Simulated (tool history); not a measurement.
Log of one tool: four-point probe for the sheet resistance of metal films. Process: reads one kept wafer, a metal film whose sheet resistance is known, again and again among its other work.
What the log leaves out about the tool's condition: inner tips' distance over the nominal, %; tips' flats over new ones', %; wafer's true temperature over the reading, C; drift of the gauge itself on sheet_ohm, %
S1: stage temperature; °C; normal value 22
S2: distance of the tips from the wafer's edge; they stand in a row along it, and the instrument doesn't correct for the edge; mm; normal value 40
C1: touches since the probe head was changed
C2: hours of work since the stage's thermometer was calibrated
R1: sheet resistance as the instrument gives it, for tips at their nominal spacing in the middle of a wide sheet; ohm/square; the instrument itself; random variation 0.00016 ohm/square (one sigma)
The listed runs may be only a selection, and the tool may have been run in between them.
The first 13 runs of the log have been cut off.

Run 14, hour 149.9: usual settings; C1 7682; C2 1083. Result: R1 0.800322 ohm/square.
Run 15, hour 166.6: usual settings; C1 8051; C2 1092. Result: R1 0.800550 ohm/square.
Run 16, hour 184.2: usual settings but S2 33 mm; C1 8440; C2 1101. Result: R1 0.800733 ohm/square.
Run 17, hour 199.8: usual settings but S2 33 mm; C1 8786; C2 1109. Result: R1 0.800805 ohm/square.
Run 18, hour 218.1: usual settings but S2 33 mm; C1 9190; C2 1118. Result: R1 0.800715 ohm/square.
Run 19, hour 230.6: usual settings but S1 27 °C, S2 33 mm; C1 9466; C2 1125. Result: R1 0.796881 ohm/square.
Run 20, hour 247.3: usual settings but S1 19 °C, S2 33 mm; C1 9835; C2 1133. Result: R1 0.803057 ohm/square.
Run 21, hour 260.5: usual settings but S1 19 °C, S2 33 mm; C1 10126; C2 1140. Result: R1 0.802998 ohm/square.
At hour 261.9: stage's thermometer calibrated.
Run 22, hour 279.8: usual settings but S1 24 °C, S2 30 mm; C1 10542; C2 9. Result: R1 0.798892 ohm/square.
Run 23, hour 292.8: usual settings but S1 33 °C, S2 54 mm; C1 10829; C2 16. Result: R1 0.791641 ohm/square.
Run 24, hour 304.7: usual settings but S1 33 °C, S2 54 mm; C1 11091; C2 22. Result: R1 0.791836 ohm/square.
At hour 312.1: stage's thermometer calibrated, once more.
Run 25, hour 323.6: usual settings but S1 23 °C, S2 6 mm; C1 11499; C2 6. Result: R1 0.805174 ohm/square.
Run 26, hour 339.8: usual settings but S1 20 °C, S2 3 mm; C1 11856; C2 14. Result: R1 0.821506 ohm/square.

What will run 27 give?
Run 27, hour 356.1: usual settings but S1 20 °C, S2 3 mm; C1 12215; C2 23. Result: R1 ?.

{"run 27": {"R1": 0.821964}}
The same run, on a tool lacking any hidden state, would have yielded R1 0.817648 ohm/square.

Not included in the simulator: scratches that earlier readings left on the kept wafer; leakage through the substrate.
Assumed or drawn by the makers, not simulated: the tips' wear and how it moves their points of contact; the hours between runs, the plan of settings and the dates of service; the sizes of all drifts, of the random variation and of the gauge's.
